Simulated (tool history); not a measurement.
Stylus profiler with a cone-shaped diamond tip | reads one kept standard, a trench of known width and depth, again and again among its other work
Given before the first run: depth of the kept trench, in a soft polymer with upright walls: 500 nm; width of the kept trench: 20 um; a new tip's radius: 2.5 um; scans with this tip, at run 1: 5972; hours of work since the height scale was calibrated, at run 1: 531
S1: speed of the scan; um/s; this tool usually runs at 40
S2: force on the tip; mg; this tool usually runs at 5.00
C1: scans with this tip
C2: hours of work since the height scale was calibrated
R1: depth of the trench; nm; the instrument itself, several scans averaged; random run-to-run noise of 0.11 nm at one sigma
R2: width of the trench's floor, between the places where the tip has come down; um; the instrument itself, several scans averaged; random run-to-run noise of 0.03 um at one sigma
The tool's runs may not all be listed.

run    hour   S1     S2     C1    C2      R1     R2
  1     0.0   40   5.00   5972   531  504.47  16.52
  2    54.7   40   5.00   6321   562  504.31  16.51
  3   125.5  108   5.00   6773   602  504.32  16.22
  4   204.2  108   5.00   7276   647  504.11  16.25
  5   279.9  108   5.00   7758   689  504.17  16.19
  6   330.5   89   5.00   8081   718  503.97  16.25
  7   373.8   68   5.00   8358   743  504.06  16.30
  8   445.4   68   5.00   8816   783  503.76  16.32
  9   521.3   40   9.53   9300   827  506.62  16.39
 10   580.3   40   9.53   9677   860  506.73  16.34
 11   640.2   40   5.00  10059   894  503.82  16.32
 12   685.9   40   5.00  10351   920  503.63  16.25
 13   726.1   40   2.44  10608   943  501.82  16.24
 14   798.6   40   5.00  11071   984  503.74  16.26
 15   882.1   40   5.00  11604  1031  503.64  16.26
 16   942.5   40   5.00  11989  1065  503.55  16.22
 17   983.3   82   5.00  12250  1089  503.44  16.02
 18  1028.1   58   5.00  12536  1114  503.57  16.11
 19  1088.2   58   5.00  12920  1148  503.54  16.02
 20  1165.1   40   5.00  13411  1192  503.60  16.09
 21  1200.2   40   5.00  13635  1212  503.43  16.12
 22  1275.9   40   5.00  14118  1255  503.25  16.06
 23  1356.1   33   2.70  14630  1300  501.58  16.02
 24  1422.4   29   5.00  15054  1338  503.13  16.11
 25  1507.2   21   1.94  15595  1386  500.83  16.00
 26  1576.4   24   1.78  16037  1425  500.50  15.95
 27  1638.7   72   6.40  16435  1461  503.97  15.83
 28  1713.3   72   6.40  16911  1503  503.90  15.82
     1717.8  -- height scale calibrated on a step standard
 29  1761.3   22   3.70  17214    25  501.41  15.97
 30  1830.2   21   5.00  17654    64  502.20  15.93
 31  1885.8  143   4.98  18009    95  502.30  15.53
 32  1934.7   11   9.21  18321   123  504.96  15.92
     1953.3  -- height scale calibrated on a step standard, once more
 33  2014.7   13   4.37  18829    35  504.87  15.93
 34  2092.8   50   3.72  19328    79  504.12  15.74
 35  2128.6   92  14.00  19556    99  510.58  15.73
 36  2166.7   92  14.00  19799   121  510.29  15.71
 37  2205.5   12  11.06  20047   143  508.76  15.89
 38  2242.5   18   5.74  20283   164  505.81  15.84
 39  2305.0   34   2.44  20683   200  503.22  15.75
 40  2385.0   22   3.61  21193   245  503.97  15.76
 41  2425.4  103   5.39  21451   268  505.39  15.51
 42  2486.0  103   5.39  21838   302  504.95  15.55
 43  2554.5   26   7.21  22275   341  506.45  15.76

Each run again, without the hidden state but with its own random variation kept:
The hidden state here: radius of the tip, um; height scale over the true one, %; drift of the gauge itself on depth_nm, %; drift of the gauge itself on floor_um, %.
run      R1     R2
  1  505.36  16.87
  2  505.25  16.87
  3  505.32  16.62
  4  505.17  16.68
  5  505.29  16.64
  6  505.13  16.72
  7  505.25  16.78
  8  505.00  16.83
  9  507.93  16.93
 10  508.09  16.90
 11  505.22  16.90
 12  505.07  16.85
 13  503.28  16.86
 14  505.26  16.90
 15  505.22  16.93
 16  505.18  16.91
 17  505.10  16.73
 18  505.27  16.84
 19  505.28  16.76
 20  505.40  16.86
 21  505.26  16.90
 22  505.14  16.86
 23  503.53  16.86
 24  505.13  16.97
 25  502.89  16.89
 26  502.61  16.86
 27  506.15  16.75
 28  506.14  16.77
 29  504.31  16.94
 30  505.15  16.92
 31  505.30  16.54
 32  508.02  16.94
 33  504.82  16.98
 34  504.13  16.81
 35  510.61  16.81
 36  510.36  16.81
 37  508.85  17.00
 38  505.94  16.96
 39  503.39  16.89
 40  504.21  16.93
 41  505.65  16.69
 42  505.26  16.75
 43  506.81  16.98

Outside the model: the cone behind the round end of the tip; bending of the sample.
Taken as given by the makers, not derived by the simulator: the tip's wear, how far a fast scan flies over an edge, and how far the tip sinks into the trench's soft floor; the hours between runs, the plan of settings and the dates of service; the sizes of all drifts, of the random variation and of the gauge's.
